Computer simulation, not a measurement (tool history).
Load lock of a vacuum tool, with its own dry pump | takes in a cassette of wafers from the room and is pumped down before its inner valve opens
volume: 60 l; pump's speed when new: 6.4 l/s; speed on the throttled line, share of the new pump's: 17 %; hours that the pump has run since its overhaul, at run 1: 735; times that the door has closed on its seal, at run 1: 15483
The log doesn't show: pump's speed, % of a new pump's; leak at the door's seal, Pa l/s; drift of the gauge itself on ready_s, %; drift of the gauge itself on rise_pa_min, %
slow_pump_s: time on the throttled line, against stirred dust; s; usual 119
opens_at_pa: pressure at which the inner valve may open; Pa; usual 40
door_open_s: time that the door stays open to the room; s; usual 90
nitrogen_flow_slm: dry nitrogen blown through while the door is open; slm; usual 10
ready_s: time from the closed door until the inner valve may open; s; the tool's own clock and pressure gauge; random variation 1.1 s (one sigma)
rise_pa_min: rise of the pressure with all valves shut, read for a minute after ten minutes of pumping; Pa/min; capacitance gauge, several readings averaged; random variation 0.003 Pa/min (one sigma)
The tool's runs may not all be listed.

| run | hour | slow_pump_s | opens_at_pa | door_open_s | nitrogen_flow_slm | hours that the pump has run since its overhaul | times that the door has closed on its seal | incoming humidity of the room's air, % | ready_s | rise_pa_min |
|---|---|---|---|---|---|---|---|---|---|---|
| 1 | 0 | 119 | 40 | 90 | 10 | 735 | 15483 | 45.3 | 171.7 | 0.049 |
| 2 | 125.3 | 119 | 40 | 90 | 10 | 860 | 15812 | 45.8 | 173.9 | 0.048 |
| 3 | 270.3 | 119 | 40 | 90 | 10 | 1005 | 16193 | 49.1 | 171.1 | 0.05 |
| 4 | 365.6 | 130 | 40 | 90 | 10 | 1101 | 16443 | 45.2 | 181.8 | 0.05 |
| 5 | 428 | 130 | 40 | 144 | 10 | 1163 | 16607 | 44.5 | 180.5 | 0.056 |
| 6 | 557.8 | 130 | 40 | 144 | 10 | 1293 | 16948 | 41.7 | 182.2 | 0.057 |
| 7 | 706.2 | 130 | 40 | 144 | 10 | 1441 | 17338 | 44.5 | 182.4 | 0.064 |
| 8 | 785.2 | 119 | 64 | 90 | 10 | 1520 | 17545 | 44.7 | 168.6 | 0.049 |
| 9 | 929.7 | 130 | 40 | 90 | 10 | 1665 | 17925 | 46.2 | 181.8 | 0.047 |
| 10 | 1055.3 | 179 | 40 | 90 | 10 | 1790 | 18255 | 39.2 | 223.8 | 0.043 |
| 11 | 1203.5 | 119 | 40 | 90 | 4 | 1939 | 18644 | 42.3 | 173.3 | 0.058 |
| 12 | 1316.2 | 119 | 40 | 26 | 10 | 2051 | 18940 | 43.4 | 173.7 | 0.027 |
| 13 | 1456 | 119 | 40 | 26 | 10 | 2191 | 19307 | 43.8 | 174.2 | 0.027 |
| 14 | 1552.3 | 119 | 40 | 90 | 10 | 2287 | 19560 | 44.3 | 173.6 | 0.053 |
| 15 | 1676.5 | 77 | 40 | 90 | 10 | 2412 | 19886 | 42.3 | 140.2 | 0.05 |
| 16 | 1757.3 | 77 | 40 | 90 | 10 | 2492 | 20098 | 46.9 | 137.6 | 0.054 |
| 17 | 1854.5 | 77 | 40 | 90 | 10 | 2590 | 20354 | 44.6 | 137.3 | 0.046 |
| 18 | 1955.9 | 77 | 40 | 90 | 10 | 2691 | 20620 | 43.6 | 138.1 | 0.047 |
| 19 | 2071 | 84 | 40 | 44 | 22 | 2806 | 20922 | 44 | 142.6 | 0.026 |
| 20 | 2186.1 | 84 | 40 | 44 | 22 | 2921 | 21225 | 43.4 | 144.7 | 0.018 |
| 21 | 2337.7 | 163 | 40 | 117 | 22 | 3073 | 21623 | 48.1 | 210.9 | 0.047 |
| 22 | 2420 | 119 | 34 | 42 | 7 | 3155 | 21839 | 45.2 | 173.7 | 0.037 |
| 23 | 2538.8 | 119 | 34 | 42 | 7 | 3274 | 22151 | 44.1 | 173.8 | 0.035 |
| 24 | 2625.5 | 119 | 34 | 42 | 7 | 3361 | 22379 | 43 | 173.7 | 0.033 |
| 25 | 2717.4 | 119 | 34 | 42 | 7 | 3453 | 22620 | 44.2 | 176.1 | 0.033 |
| 26 | 2803.9 | 78 | 34 | 42 | 7 | 3539 | 22847 | 46.7 | 139.4 | 0.04 |
| 27 | 2887 | 110 | 29 | 31 | 17 | 3622 | 23066 | 43.8 | 169.8 | 0.024 |
| 28 | 3026.1 | 119 | 37 | 92 | 9 | 3761 | 23431 | 45 | 175.1 | 0.048 |

Forecast run 29:
| 29 | 3120.5 | 120 | 76 | 90 | 10 | 3856 | 23679 | 46.4 | ? | ? |

{"run 29": {"ready_s": 167.8, "rise_pa_min": 0.05}}
Without the tool's hidden state the same run would have given ready_s 167.8 s, rise_pa_min 0.05 Pa/min.
